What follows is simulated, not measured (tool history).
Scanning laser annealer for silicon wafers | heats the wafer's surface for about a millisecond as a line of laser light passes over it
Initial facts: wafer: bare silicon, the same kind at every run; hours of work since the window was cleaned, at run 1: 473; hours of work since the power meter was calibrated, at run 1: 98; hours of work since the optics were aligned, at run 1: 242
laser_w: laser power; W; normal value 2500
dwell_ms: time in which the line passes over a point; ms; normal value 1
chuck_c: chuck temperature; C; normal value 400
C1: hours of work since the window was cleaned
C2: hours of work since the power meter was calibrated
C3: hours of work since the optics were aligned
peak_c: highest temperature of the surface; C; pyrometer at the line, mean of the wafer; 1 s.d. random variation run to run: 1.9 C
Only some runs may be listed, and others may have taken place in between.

{"run": 1, "hour": 0.0, "laser_w": 2500, "dwell_ms": 1, "chuck_c": 400, "C1": 473, "C2": 98, "C3": 242, "peak_c": 1157}
{"run": 2, "hour": 5.3, "laser_w": 2500, "dwell_ms": 1, "chuck_c": 400, "C1": 476, "C2": 101, "C3": 245, "peak_c": 1157}
{"run": 3, "hour": 10.6, "laser_w": 2500, "dwell_ms": 1, "chuck_c": 400, "C1": 479, "C2": 104, "C3": 248, "peak_c": 1156}
{"run": 4, "hour": 15.3, "laser_w": 2500, "dwell_ms": 1, "chuck_c": 400, "C1": 481, "C2": 106, "C3": 250, "peak_c": 1155}
{"run": 5, "hour": 24.2, "laser_w": 2500, "dwell_ms": 1, "chuck_c": 400, "C1": 486, "C2": 111, "C3": 255, "peak_c": 1156}
{"run": 6, "hour": 31.1, "laser_w": 2500, "dwell_ms": 1, "chuck_c": 400, "C1": 489, "C2": 115, "C3": 259, "peak_c": 1155}
{"run": 7, "hour": 40.3, "laser_w": 2500, "dwell_ms": 1, "chuck_c": 400, "C1": 494, "C2": 119, "C3": 264, "peak_c": 1155}
{"run": 8, "hour": 49.7, "laser_w": 2500, "dwell_ms": 1, "chuck_c": 400, "C1": 499, "C2": 124, "C3": 268, "peak_c": 1153}
{"run": 9, "hour": 59.1, "laser_w": 2500, "dwell_ms": 1, "chuck_c": 400, "C1": 504, "C2": 129, "C3": 273, "peak_c": 1154}
{"run": 10, "hour": 67.0, "laser_w": 2500, "dwell_ms": 1, "chuck_c": 400, "C1": 508, "C2": 133, "C3": 277, "peak_c": 1153}
{"run": 11, "hour": 71.2, "laser_w": 2500, "dwell_ms": 1, "chuck_c": 408, "C1": 510, "C2": 136, "C3": 280, "peak_c": 1159}
{"run": 12, "hour": 80.5, "laser_w": 2500, "dwell_ms": 1, "chuck_c": 400, "C1": 515, "C2": 140, "C3": 285, "peak_c": 1151}
{"run": 13, "hour": 89.2, "laser_w": 2693, "dwell_ms": 1, "chuck_c": 400, "C1": 520, "C2": 145, "C3": 289, "peak_c": 1215}
{"run": 14, "hour": 98.5, "laser_w": 2500, "dwell_ms": 1, "chuck_c": 400, "C1": 524, "C2": 150, "C3": 294, "peak_c": 1157}
{"run": 15, "hour": 108.2, "laser_w": 2500, "dwell_ms": 1, "chuck_c": 375, "C1": 529, "C2": 155, "C3": 299, "peak_c": 1125}
{"hour": 111.7, "done": "window over the wafer cleaned"}
{"run": 16, "hour": 115.0, "laser_w": 2340, "dwell_ms": 1, "chuck_c": 400, "C1": 2, "C2": 157, "C3": 301, "peak_c": 1132}
{"run": 17, "hour": 120.0, "laser_w": 2340, "dwell_ms": 1, "chuck_c": 400, "C1": 4, "C2": 160, "C3": 304, "peak_c": 1130}
{"run": 18, "hour": 126.7, "laser_w": 2340, "dwell_ms": 1, "chuck_c": 400, "C1": 8, "C2": 164, "C3": 308, "peak_c": 1131}
{"run": 19, "hour": 136.6, "laser_w": 2500, "dwell_ms": 1.12, "chuck_c": 400, "C1": 13, "C2": 169, "C3": 313, "peak_c": 1240}
{"run": 20, "hour": 142.3, "laser_w": 2500, "dwell_ms": 1.13, "chuck_c": 365, "C1": 16, "C2": 172, "C3": 316, "peak_c": 1209}
{"run": 21, "hour": 150.5, "laser_w": 2679, "dwell_ms": 0.84, "chuck_c": 410, "C1": 20, "C2": 176, "C3": 320, "peak_c": 1166}
{"run": 22, "hour": 158.4, "laser_w": 2586, "dwell_ms": 0.84, "chuck_c": 383, "C1": 24, "C2": 180, "C3": 324, "peak_c": 1116}
{"run": 23, "hour": 165.8, "laser_w": 2184, "dwell_ms": 0.72, "chuck_c": 397, "C1": 28, "C2": 184, "C3": 328, "peak_c": 953}
{"run": 24, "hour": 172.7, "laser_w": 2500, "dwell_ms": 0.74, "chuck_c": 400, "C1": 32, "C2": 188, "C3": 332, "peak_c": 1053}
{"run": 25, "hour": 181.6, "laser_w": 2376, "dwell_ms": 1.02, "chuck_c": 387, "C1": 37, "C2": 192, "C3": 336, "peak_c": 1136}
{"run": 26, "hour": 188.4, "laser_w": 2376, "dwell_ms": 1.08, "chuck_c": 387, "C1": 40, "C2": 196, "C3": 340, "peak_c": 1162}
{"run": 27, "hour": 194.6, "laser_w": 2500, "dwell_ms": 0.87, "chuck_c": 400, "C1": 43, "C2": 199, "C3": 343, "peak_c": 1119}
{"run": 28, "hour": 203.7, "laser_w": 2500, "dwell_ms": 0.87, "chuck_c": 400, "C1": 48, "C2": 204, "C3": 348, "peak_c": 1117}
{"run": 29, "hour": 212.1, "laser_w": 2504, "dwell_ms": 1, "chuck_c": 424, "C1": 52, "C2": 208, "C3": 352, "peak_c": 1206}
{"run": 30, "hour": 219.9, "laser_w": 2385, "dwell_ms": 1, "chuck_c": 400, "C1": 56, "C2": 212, "C3": 356, "peak_c": 1141}
{"run": 31, "hour": 225.7, "laser_w": 2385, "dwell_ms": 1, "chuck_c": 400, "C1": 60, "C2": 215, "C3": 359, "peak_c": 1142}
{"run": 32, "hour": 234.8, "laser_w": 2385, "dwell_ms": 1, "chuck_c": 400, "C1": 64, "C2": 220, "C3": 364, "peak_c": 1140}
{"run": 33, "hour": 243.2, "laser_w": 2650, "dwell_ms": 0.89, "chuck_c": 403, "C1": 69, "C2": 224, "C3": 368, "peak_c": 1179}
{"run": 34, "hour": 247.4, "laser_w": 2642, "dwell_ms": 0.89, "chuck_c": 362, "C1": 71, "C2": 227, "C3": 371, "peak_c": 1134}
{"run": 35, "hour": 252.5, "laser_w": 2500, "dwell_ms": 1, "chuck_c": 399, "C1": 74, "C2": 229, "C3": 373, "peak_c": 1181}
{"run": 36, "hour": 257.9, "laser_w": 2447, "dwell_ms": 1, "chuck_c": 400, "C1": 76, "C2": 232, "C3": 376, "peak_c": 1163}
{"run": 37, "hour": 266.9, "laser_w": 2340, "dwell_ms": 0.76, "chuck_c": 388, "C1": 81, "C2": 237, "C3": 381, "peak_c": 1004}

For each entry between runs, how does the tool's hidden state at the last listed run before it compare with that at the first listed run after it?
Between runs 15 and 16: window over the wafer cleaned (hour 111.7)
  light that passes the window, % of a clean one's: 96.02 -> 99.87; width of the line over the set one, %: 1.58 -> 1.59
  measured less the result without the state, peak_c: -38 -> -4 C
